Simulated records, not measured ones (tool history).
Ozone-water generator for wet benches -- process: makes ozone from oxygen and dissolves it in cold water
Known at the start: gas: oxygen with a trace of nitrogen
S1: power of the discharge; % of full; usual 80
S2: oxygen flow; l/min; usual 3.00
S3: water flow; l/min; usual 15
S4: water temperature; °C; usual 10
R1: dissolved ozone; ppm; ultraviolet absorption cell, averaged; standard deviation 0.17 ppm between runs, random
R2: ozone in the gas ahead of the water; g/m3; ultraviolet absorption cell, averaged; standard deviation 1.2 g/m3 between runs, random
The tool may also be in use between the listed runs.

run    hour  S1    S2  S3  S4    R1     R2
  1     0.0  80  3.00  15  10  21.8  213.0
  2    37.2  80  3.00  15  10  22.5  212.5
  3    82.6  53  3.00  15  10  15.5  153.1
  4   173.9  80  3.00   9  10  33.9  213.0
  5   220.7  80  3.00  15   5  23.0  214.0
  6   299.8  80  3.00  15  13  21.4  213.0
  7   374.1  80  3.00  15  13  21.6  214.2
  8   442.6  80  3.00  15  13  21.2  215.1
  9   511.6  80  3.00  15  10  22.0  212.5
 10   554.7  80  3.00  15  10  22.0  213.7
 11   634.0  80  3.00  15  10  21.8  212.7
 12   707.5  80  3.00  15  10  21.8  211.6
 13   777.5  80  1.86  15  10  21.3  294.8
 14   847.2  80  3.00  15  10  22.0  213.3
 15   915.8  80  3.00  15  10  21.5  213.2
 16   993.7  80  1.64  15  10  21.1  318.9
 17  1043.7  80  1.64  15  10  21.2  321.2
 18  1127.8  80  3.00  15  15  20.7  211.6
 19  1203.5  80  2.09  15  13  21.1  269.1
 20  1291.1  80  4.65  15  10  21.0  156.8
 21  1368.8  80  2.63  15   5  22.7  233.1
 22  1446.1  40  3.00  20  10   9.4  120.5
 23  1530.4  41  3.00  15   6  12.9  121.4
 24  1588.5  46  2.95  17   6  12.6  136.1
 25  1636.8  46  1.90  17  13  11.5  183.7
 26  1716.9  80  2.75  15  10  21.4  222.3
 27  1793.0  84  4.19  12   7  27.9  172.5
 28  1869.8  84  2.78  12   6  28.9  229.4
 29  1922.1  84  2.78  12   6  28.6  230.1
 30  2010.8  80  2.95  24  18  12.4  214.2
 31  2100.8  80  4.82  16  18  17.6  151.0
 32  2177.7  80  4.82  16  18  17.5  150.4
 33  2244.4  98  2.38  19  11  19.7  288.8

Taken out of this log: 2 entries between the listed runs. Where each belongs, and how the hidden state differs across it:
Runs 11 to 12: water thermometer calibrated (hour 673.0)
  yield of the discharge, % of new electrodes': 99.6 -> 99.5; contactor's efficiency, % of a clean one's: 90.5 -> 90.4; true water temperature over the reading, C: 0.19 -> 0.31
  the result without the hidden state subtracted from the measured one, R1: -1.1 -> -1.2 ppm; R2: -1.0 -> -1.1 g/m3
Runs 13 to 14: water thermometer calibrated, once more (hour 847.2)
  yield of the discharge, % of new electrodes': 99.5 -> 99.4; contactor's efficiency, % of a clean one's: 90.2 -> 90.1; true water temperature over the reading, C: 0.32 -> -0.06
  the result without the hidden state subtracted from the measured one, R1: -1.2 -> -1.1 ppm; R2: -1.8 -> -1.4 g/m3
